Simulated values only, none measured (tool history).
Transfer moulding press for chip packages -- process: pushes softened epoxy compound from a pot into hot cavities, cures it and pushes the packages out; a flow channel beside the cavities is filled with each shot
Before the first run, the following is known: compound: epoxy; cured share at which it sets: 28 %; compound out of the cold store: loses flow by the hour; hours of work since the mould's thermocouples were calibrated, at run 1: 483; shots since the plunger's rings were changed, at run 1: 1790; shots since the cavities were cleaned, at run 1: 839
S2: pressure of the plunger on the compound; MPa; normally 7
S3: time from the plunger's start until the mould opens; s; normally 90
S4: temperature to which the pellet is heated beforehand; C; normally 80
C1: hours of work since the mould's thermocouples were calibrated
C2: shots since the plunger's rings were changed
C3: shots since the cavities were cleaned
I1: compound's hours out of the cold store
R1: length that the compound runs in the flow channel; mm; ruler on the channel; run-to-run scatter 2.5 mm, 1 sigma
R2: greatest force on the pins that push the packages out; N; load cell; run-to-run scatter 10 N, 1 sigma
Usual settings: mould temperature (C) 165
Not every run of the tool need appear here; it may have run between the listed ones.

Run 1, hour 0: usual settings; C1 483; C2 1790; C3 839; I1 37. Result: R1 931 mm, R2 803 N.
At hour 14.7: cavities cleaned with cleaning compound and waxed.
Run 2, hour 31.6: usual settings; C1 500; C2 2106; C3 177; I1 13.4. Result: R1 994 mm, R2 639 N.
Run 3, hour 54.5: usual settings; C1 514; C2 2347; C3 418; I1 45.7. Result: R1 893 mm, R2 726 N.
Run 4, hour 92.5: usual settings; C1 536; C2 2745; C3 816; I1 44.1. Result: R1 898 mm, R2 777 N.
At hour 107.7: cavities cleaned with cleaning compound and waxed.
At hour 118.2: plunger's sealing rings changed.
Run 5, hour 130.6: usual settings; C1 555; C2 131; C3 215; I1 25.6. Result: R1 992 mm, R2 644 N.
Run 6, hour 157.2: usual settings; C1 571; C2 410; C3 494; I1 32.6. Result: R1 965 mm, R2 737 N.
Run 7, hour 196.3: usual settings but S3 112 s; C1 593; C2 820; C3 904; I1 40.8. Result: R1 936 mm, R2 651 N.
At hour 204.3: cavities cleaned with cleaning compound and waxed.
Run 8, hour 228.3: usual settings but S3 112 s; C1 611; C2 1141; C3 252; I1 19.7. Result: R1 996 mm, R2 532 N.
Run 9, hour 246.9: usual settings but S3 112 s; C1 622; C2 1337; C3 448; I1 17.2. Result: R1 1000 mm, R2 611 N.
Run 10, hour 279.3: usual settings but S3 112 s; C1 641; C2 1676; C3 787; I1 33.3. Result: R1 943 mm, R2 676 N.
At hour 297.8: cavities cleaned with cleaning compound and waxed.
Run 11, hour 299.4: usual settings but S3 112 s; C1 651; C2 1871; C3 16; I1 8.4. Result: R1 1020 mm, R2 400 N.
Run 12, hour 320.4: usual settings but mould temperature (C) 158; C1 663; C2 2092; C3 237; I1 29.8. Result: R1 989 mm, R2 1149 N.
Run 13, hour 343.4: usual settings but mould temperature (C) 158; C1 677; C2 2334; C3 479; I1 30.7. Result: R1 976 mm, R2 1339 N.
Run 14, hour 376.8: usual settings; C1 696; C2 2685; C3 830; I1 45.4. Result: R1 896 mm, R2 787 N.
At hour 390.4: cavities cleaned with cleaning compound and waxed.
At hour 407.4: plunger's sealing rings changed.
Run 15, hour 418.7: usual settings but S2 5.64 MPa, S4 86 C; C1 718; C2 120; C3 271; I1 19.7. Result: R1 907 mm, R2 689 N.
Run 16, hour 441.4: usual settings but mould temperature (C) 168, S2 7.68 MPa, S3 110 s, S4 74 C; C1 731; C2 358; C3 509; I1 8.2. Result: R1 1075 mm, R2 578 N.
Run 17, hour 479.2: usual settings but mould temperature (C) 169, S2 7.68 MPa, S3 71 s, S4 74 C; C1 753; C2 755; C3 906; I1 8.7. Result: R1 1065 mm, R2 1128 N.
At hour 485.6: cavities cleaned with cleaning compound and waxed.
Run 18, hour 515.3: usual settings but mould temperature (C) 167, S2 7.68 MPa, S3 97 s, S4 74 C; C1 773; C2 1118; C3 312; I1 40.3. Result: R1 972 mm, R2 594 N.
Run 19, hour 538.9: usual settings but mould temperature (C) 167, S2 7.68 MPa, S3 97 s, S4 74 C; C1 787; C2 1366; C3 560; I1 21.7. Result: R1 1022 mm, R2 661 N.
At hour 543: mould's thermocouples calibrated.
Run 20, hour 561.7: usual settings but S2 6.72 MPa, S4 87 C; C1 11; C2 1584; C3 778; I1 46.6. Result: R1 880 mm, R2 736 N.
At hour 582.4: cavities cleaned with cleaning compound and waxed.
Run 21, hour 585: usual settings but S2 7.77 MPa, S3 96 s, S4 77 C; C1 23; C2 1813; C3 27; I1 29.5. Result: R1 998 mm, R2 453 N.
Run 22, hour 609.1: usual settings but mould temperature (C) 171, S2 5.45 MPa, S3 96 s, S4 73 C; C1 37; C2 2066; C3 280; I1 35.1. Result: R1 799 mm, R2 513 N.
Run 23, hour 632.7: usual settings but mould temperature (C) 159, S4 74 C; C1 51; C2 2315; C3 529; I1 18.7. Result: R1 1004 mm, R2 1184 N.
Run 24, hour 650.2: usual settings but mould temperature (C) 159, S4 74 C; C1 61; C2 2498; C3 712; I1 28.7. Result: R1 975 mm, R2 1204 N.
At hour 676.1: cavities cleaned with cleaning compound and waxed.
Run 25, hour 682.7: usual settings but mould temperature (C) 159, S4 74 C; C1 79; C2 2824; C3 69; I1 13.9. Result: R1 1012 mm, R2 828 N.
At hour 700.3: plunger's sealing rings changed.
Run 26, hour 710: usual settings but mould temperature (C) 159, S4 74 C; C1 94; C2 101; C3 329; I1 8.6. Result: R1 1078 mm, R2 1105 N.
Run 27, hour 741.7: usual settings but mould temperature (C) 159, S4 74 C; C1 112; C2 434; C3 662; I1 19.4. Result: R1 1032 mm, R2 1189 N.
Run 28, hour 768.9: usual settings but mould temperature (C) 159, S4 74 C; C1 128; C2 720; C3 948; I1 26.2. Result: R1 1007 mm, R2 1263 N.

Each row is a separate what-if for the run after 28, all from the same tool condition, not one after another. Results?
At hour 773.3: cavities cleaned with cleaning compound and waxed.
Run A, hour 791.2: usual settings but S2 5.91 MPa; C1 140; C2 938; C3 188; I1 15. Result: R1 ?, R2 ?.
At hour 773.3: cavities cleaned with cleaning compound and waxed.
Run B, hour 791.2: usual settings but S2 7.8 MPa; C1 140; C2 938; C3 188; I1 27.9. Result: R1 ?, R2 ?.
At hour 773.3: cavities cleaned with cleaning compound and waxed.
Run C, hour 791.2: usual settings but mould temperature (C) 164, S4 74 C; C1 140; C2 938; C3 188; I1 9.5. Result: R1 ?, R2 ?.

run    R1   R2
  A   927  615
  B  1020  603
  C  1036  669
Without the tool's unlogged condition, the same runs would have read:
run    R1   R2
  A   940  465
  B  1034  453
  C  1050  502

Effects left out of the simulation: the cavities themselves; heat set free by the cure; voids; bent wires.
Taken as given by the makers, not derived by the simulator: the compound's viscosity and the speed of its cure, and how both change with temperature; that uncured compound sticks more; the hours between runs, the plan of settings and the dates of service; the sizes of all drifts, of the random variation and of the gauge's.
